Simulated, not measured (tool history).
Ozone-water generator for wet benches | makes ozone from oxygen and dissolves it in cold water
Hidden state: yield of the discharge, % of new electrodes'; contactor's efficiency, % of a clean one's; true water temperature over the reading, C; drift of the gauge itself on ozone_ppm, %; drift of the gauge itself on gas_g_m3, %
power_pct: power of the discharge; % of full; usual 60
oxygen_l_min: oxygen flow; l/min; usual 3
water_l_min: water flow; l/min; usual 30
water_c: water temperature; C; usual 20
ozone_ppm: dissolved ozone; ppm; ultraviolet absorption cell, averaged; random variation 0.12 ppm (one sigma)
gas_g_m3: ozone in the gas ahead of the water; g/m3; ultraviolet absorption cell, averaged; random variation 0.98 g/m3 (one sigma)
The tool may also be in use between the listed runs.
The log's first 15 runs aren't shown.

| run | hour | power_pct | oxygen_l_min | water_l_min | water_c | hours of work since the electrodes were changed | hours of work since the contactor was cleaned | hours of work since the thermometer was calibrated | ozone_ppm | gas_g_m3 |
|---|---|---|---|---|---|---|---|---|---|---|
| 16 | 2348.1 | 60 | 3 | 30 | 20 | 9937 | 156 | 5052 | 8.2 | 130.1 |
| 17 | 2539.3 | 60 | 1.65 | 30 | 20 | 10111 | 330 | 5226 | 7 | 184.9 |
| 18 | 2721.1 | 60 | 3 | 38 | 20 | 10277 | 496 | 5392 | 6.5 | 128.5 |
| 19 | 2860 | 60 | 3 | 30 | 14 | 10404 | 623 | 5519 | 8.3 | 127.7 |
| 20 | 3036.4 | 60 | 3 | 28 | 26 | 10565 | 784 | 5680 | 7.9 | 128.7 |
| 21 | 3193.8 | 53 | 1.79 | 23 | 20 | 10708 | 927 | 5823 | 8.8 | 163 |
|  | 3328.9 | water thermometer calibrated |
| 22 | 3387.7 | 63 | 2.82 | 22 | 21 | 10885 | 1104 | 54 | 10.6 | 132.2 |
| 23 | 3591.3 | 63 | 2.68 | 23 | 18 | 11070 | 1289 | 239 | 10.3 | 138.3 |
| 24 | 3809 | 63 | 2.68 | 23 | 18 | 11269 | 1488 | 438 | 10.1 | 135.5 |
| 25 | 3983.1 | 45 | 3.66 | 43 | 20 | 11428 | 1646 | 596 | 4.8 | 98.5 |
| 26 | 4163.6 | 63 | 2.83 | 31 | 21 | 11592 | 1811 | 761 | 7.4 | 130.2 |
| 27 | 4303.3 | 67 | 2.81 | 30 | 17 | 11720 | 1938 | 888 | 8.1 | 133.6 |
| 28 | 4414.3 | 87 | 3.43 | 23 | 23 | 11821 | 2040 | 990 | 11.1 | 133.3 |
| 29 | 4548.6 | 60 | 3.03 | 43 | 20 | 11943 | 2162 | 1112 | 5.4 | 121.5 |
| 30 | 4652.6 | 60 | 3.03 | 43 | 20 | 12038 | 2257 | 1207 | 5.2 | 121.5 |
| 31 | 4771.9 | 60 | 1.81 | 26 | 25 | 12147 | 2366 | 1316 | 7.7 | 161.3 |
| 32 | 4968.6 | 60 | 1.52 | 21 | 22 | 12326 | 2545 | 1495 | 9.2 | 178.8 |

4 ways to go on from here, each from the tool as it stands after run 32. What would each give?
| A | 5187.5 | 60 | 3 | 30 | 20 | 12526 | 2745 | 1695 | ? | ? |
| B | 5187.5 | 60 | 1.52 | 21 | 18 | 12526 | 2745 | 1695 | ? | ? |
| C | 5187.5 | 60 | 1.52 | 29 | 22 | 12526 | 2745 | 1695 | ? | ? |
| D | 5187.5 | 60 | 3.78 | 21 | 22 | 12526 | 2745 | 1695 | ? | ? |

| run | ozone_ppm | gas_g_m3 |
|---|---|---|
| A | 7.4 | 119.6 |
| B | 9.2 | 177.5 |
| C | 6.6 | 177.8 |
| D | 10.1 | 104.5 |
Without the tool's hidden state the same runs would have given:
| run | ozone_ppm | gas_g_m3 |
|---|---|---|
| A | 10.7 | 169 |
| B | 13.1 | 250.4 |
| C | 9.5 | 250.6 |
| D | 14.5 | 147.7 |

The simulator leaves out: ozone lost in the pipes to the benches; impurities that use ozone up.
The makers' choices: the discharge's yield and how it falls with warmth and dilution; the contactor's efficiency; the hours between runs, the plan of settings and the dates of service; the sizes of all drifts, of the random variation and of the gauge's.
